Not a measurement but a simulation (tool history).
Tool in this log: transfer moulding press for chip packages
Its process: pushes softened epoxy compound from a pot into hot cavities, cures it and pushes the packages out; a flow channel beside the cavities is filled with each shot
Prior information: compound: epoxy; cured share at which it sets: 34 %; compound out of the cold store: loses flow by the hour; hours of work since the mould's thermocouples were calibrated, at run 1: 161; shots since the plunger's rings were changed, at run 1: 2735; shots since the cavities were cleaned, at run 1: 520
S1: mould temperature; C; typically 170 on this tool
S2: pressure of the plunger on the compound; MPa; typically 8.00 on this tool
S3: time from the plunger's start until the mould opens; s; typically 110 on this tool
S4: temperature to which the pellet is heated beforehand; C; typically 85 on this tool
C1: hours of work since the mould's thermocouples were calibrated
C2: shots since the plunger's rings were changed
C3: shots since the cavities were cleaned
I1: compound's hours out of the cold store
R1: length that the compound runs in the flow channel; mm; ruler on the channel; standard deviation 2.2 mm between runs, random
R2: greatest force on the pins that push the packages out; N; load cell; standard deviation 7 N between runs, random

| run | hour | S1 | S2 | S3 | S4 | C1 | C2 | C3 | I1 | R1 | R2 |
|---|---|---|---|---|---|---|---|---|---|---|---|
| 1 | 0.0 | 170 | 8.00 | 110 | 85 | 161 | 2735 | 520 | 21.7 | 704 | 296 |
|  | 6.8 | cavities cleaned with cleaning compound and waxed |
| 2 | 14.7 | 170 | 8.00 | 110 | 85 | 171 | 2917 | 109 | 12.8 | 738 | 286 |
| 3 | 26.2 | 170 | 8.00 | 110 | 87 | 180 | 3074 | 266 | 8.9 | 755 | 296 |
| 4 | 37.7 | 170 | 8.00 | 110 | 87 | 189 | 3232 | 424 | 37.1 | 659 | 291 |
|  | 52.3 | cavities cleaned with cleaning compound and waxed |
| 5 | 53.6 | 170 | 8.00 | 110 | 87 | 199 | 3430 | 18 | 14.5 | 731 | 292 |
| 6 | 66.8 | 170 | 8.00 | 110 | 85 | 209 | 3611 | 199 | 44.5 | 636 | 278 |
| 7 | 84.7 | 170 | 8.00 | 110 | 85 | 223 | 3856 | 444 | 17.2 | 724 | 292 |
| 8 | 93.0 | 170 | 8.00 | 110 | 85 | 229 | 3971 | 559 | 14.4 | 731 | 290 |
|  | 98.3 | plunger's sealing rings changed |
|  | 99.8 | cavities cleaned with cleaning compound and waxed |
| 9 | 113.7 | 170 | 8.00 | 110 | 85 | 242 | 190 | 190 | 42.0 | 641 | 287 |
| 10 | 128.3 | 170 | 8.00 | 114 | 85 | 253 | 390 | 390 | 28.1 | 688 | 281 |
|  | 145.5 | cavities cleaned with cleaning compound and waxed |
| 11 | 146.6 | 170 | 8.00 | 110 | 85 | 265 | 621 | 16 | 29.3 | 684 | 271 |

Run 12 comes next. What will it give?
| 12 | 157.0 | 174 | 9.08 | 144 | 79 | 273 | 763 | 158 | 14.3 | ? | ? |

Run 12 came out at R1 764 mm, R2 279 N.
If the tool had no hidden condition, the same run with the same run-to-run variation would have returned R1 764 mm, R2 278 N.

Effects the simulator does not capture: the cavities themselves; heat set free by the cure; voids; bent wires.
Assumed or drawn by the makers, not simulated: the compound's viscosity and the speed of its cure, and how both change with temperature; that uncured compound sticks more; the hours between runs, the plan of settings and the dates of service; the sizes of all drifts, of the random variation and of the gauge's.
